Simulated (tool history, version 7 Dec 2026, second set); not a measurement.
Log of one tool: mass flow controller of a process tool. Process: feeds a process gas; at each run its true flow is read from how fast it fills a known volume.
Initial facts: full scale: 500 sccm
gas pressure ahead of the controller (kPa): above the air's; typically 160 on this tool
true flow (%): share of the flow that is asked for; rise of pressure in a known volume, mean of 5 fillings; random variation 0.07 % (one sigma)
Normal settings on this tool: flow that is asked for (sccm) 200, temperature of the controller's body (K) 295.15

| run | hour | flow that is asked for (sccm) | gas pressure ahead of the controller (kPa) | temperature of the controller's body (K) | true flow (%) |
|---|---|---|---|---|---|
| 1 | 0.0 | 200 | 160 | 295.15 | 99.24 |
| 2 | 241.7 | 200 | 160 | 295.15 | 99.29 |
| 3 | 379.9 | 200 | 160 | 295.15 | 99.26 |
| 4 | 656.8 | 200 | 160 | 295.15 | 99.18 |
| 5 | 843.4 | 200 | 160 | 295.15 | 99.19 |
| 6 | 992.4 | 200 | 160 | 295.15 | 99.23 |
| 7 | 1248.8 | 200 | 160 | 295.15 | 99.15 |
| 8 | 1426.4 | 200 | 160 | 295.15 | 99.08 |
| 9 | 1613.9 | 200 | 160 | 295.15 | 99.24 |
| 10 | 1807.3 | 200 | 160 | 295.15 | 99.13 |
| 11 | 2106.7 | 200 | 160 | 295.15 | 99.22 |
|  | 2130.2 | controller's zero set anew |
| 12 | 2411.0 | 200 | 160 | 295.15 | 99.11 |
| 13 | 2603.3 | 200 | 160 | 295.15 | 99.09 |
| 14 | 2748.2 | 200 | 209 | 295.15 | 98.97 |
| 15 | 2875.8 | 101 | 209 | 295.15 | 98.63 |
| 16 | 3066.4 | 119 | 154 | 307.15 | 99.80 |
| 17 | 3224.4 | 198 | 159 | 299.15 | 99.41 |
| 18 | 3371.4 | 198 | 159 | 299.15 | 99.48 |
| 19 | 3678.2 | 198 | 159 | 302.15 | 99.58 |
| 20 | 3817.2 | 333 | 181 | 297.15 | 99.59 |
| 21 | 4087.5 | 63 | 213 | 308.15 | 99.26 |
| 22 | 4339.2 | 63 | 213 | 308.15 | 99.45 |
| 23 | 4530.7 | 63 | 213 | 308.15 | 99.25 |
| 24 | 4819.2 | 171 | 160 | 295.15 | 99.11 |
| 25 | 5000.0 | 314 | 140 | 303.15 | 100.07 |

Run 26 comes next. What will it give?
| 26 | 5249.7 | 314 | 140 | 303.15 | ? |

Logged for run 26: true flow (%) 100.02.
On a tool with no hidden condition, and with the same random variation, this run would have come out at true flow (%) 100.00.
